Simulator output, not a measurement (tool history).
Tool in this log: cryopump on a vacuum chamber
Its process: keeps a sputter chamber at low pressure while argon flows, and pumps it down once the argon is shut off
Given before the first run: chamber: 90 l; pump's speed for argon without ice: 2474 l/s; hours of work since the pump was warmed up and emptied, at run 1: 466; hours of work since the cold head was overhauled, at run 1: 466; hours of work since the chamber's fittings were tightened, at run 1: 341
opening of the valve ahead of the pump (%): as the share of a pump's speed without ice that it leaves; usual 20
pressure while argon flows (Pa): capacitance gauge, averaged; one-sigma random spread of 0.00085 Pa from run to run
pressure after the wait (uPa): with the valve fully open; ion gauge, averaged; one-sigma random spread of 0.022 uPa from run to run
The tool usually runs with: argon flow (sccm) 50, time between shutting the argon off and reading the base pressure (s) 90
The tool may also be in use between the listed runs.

| run | hour | argon flow (sccm) | time between shutting the argon off and reading the base pressure (s) | opening of the valve ahead of the pump (%) | hours of work since the pump was warmed up and emptied | hours of work since the cold head was overhauled | hours of work since the chamber's fittings were tightened | pressure while argon flows (Pa) | pressure after the wait (uPa) |
|---|---|---|---|---|---|---|---|---|---|
| 1 | 0 | 50 | 90 | 20 | 466 | 466 | 341 | 0.1767 | 1.18 |
| 2 | 16.2 | 50 | 90 | 20 | 479 | 479 | 353 | 0.1785 | 1.14 |
| 3 | 31.6 | 89 | 90 | 20 | 491 | 491 | 365 | 0.3153 | 1.2 |
| 4 | 50.3 | 50 | 90 | 20 | 505 | 505 | 379 | 0.1763 | 1.21 |
| 5 | 67.5 | 50 | 90 | 20 | 518 | 518 | 393 | 0.177 | 1.18 |
| 6 | 87.6 | 50 | 90 | 20 | 534 | 534 | 408 | 0.1753 | 1.26 |
| 7 | 103.5 | 50 | 90 | 20 | 546 | 546 | 420 | 0.177 | 1.25 |
| 8 | 123.1 | 21 | 90 | 20 | 561 | 561 | 435 | 0.0739 | 1.28 |
| 9 | 138.9 | 21 | 90 | 20 | 573 | 573 | 448 | 0.0735 | 1.34 |
| 10 | 155.3 | 21 | 90 | 27 | 586 | 586 | 460 | 0.0566 | 1.33 |
| 11 | 163.4 | 21 | 90 | 27 | 592 | 592 | 466 | 0.0553 | 1.38 |
| 12 | 182.2 | 21 | 90 | 27 | 607 | 607 | 481 | 0.0563 | 1.36 |
| 13 | 202.1 | 50 | 90 | 20 | 622 | 622 | 496 | 0.1771 | 1.35 |
| 14 | 212 | 50 | 90 | 20 | 630 | 630 | 504 | 0.1798 | 1.48 |
| 15 | 222.6 | 50 | 90 | 20 | 638 | 638 | 512 | 0.1785 | 1.42 |
| 16 | 242 | 62 | 102 | 20 | 653 | 653 | 527 | 0.2187 | 1.36 |
| 17 | 250.8 | 94 | 102 | 42 | 659 | 659 | 534 | 0.166 | 1.41 |
| 18 | 269.6 | 25 | 297 | 18 | 674 | 674 | 548 | 0.1002 | 1.1 |
| 19 | 283.7 | 50 | 60 | 26 | 685 | 685 | 559 | 0.1385 | 1.74 |
| 20 | 303.2 | 22 | 69 | 58 | 700 | 700 | 574 | 0.0293 | 1.6 |
| 21 | 312.9 | 41 | 80 | 34 | 707 | 707 | 582 | 0.0885 | 1.61 |
| 22 | 329.6 | 41 | 80 | 34 | 720 | 720 | 594 | 0.0883 | 1.58 |
| 23 | 349.1 | 50 | 93 | 20 | 735 | 735 | 609 | 0.1786 | 1.53 |
| 24 | 357.9 | 50 | 93 | 20 | 742 | 742 | 616 | 0.1791 | 1.55 |

The next listed run, before its measurement:
| 25 | 376.9 | 87 | 251 | 19 | 756 | 756 | 631 | ? | ? |

Run 25 came out at pressure while argon flows (Pa) 0.3273, pressure after the wait (uPa) 1.22.
If the tool had no hidden condition, the same run with the same run-to-run variation would have returned pressure while argon flows (Pa) 0.3125, pressure after the wait (uPa) 0.29.
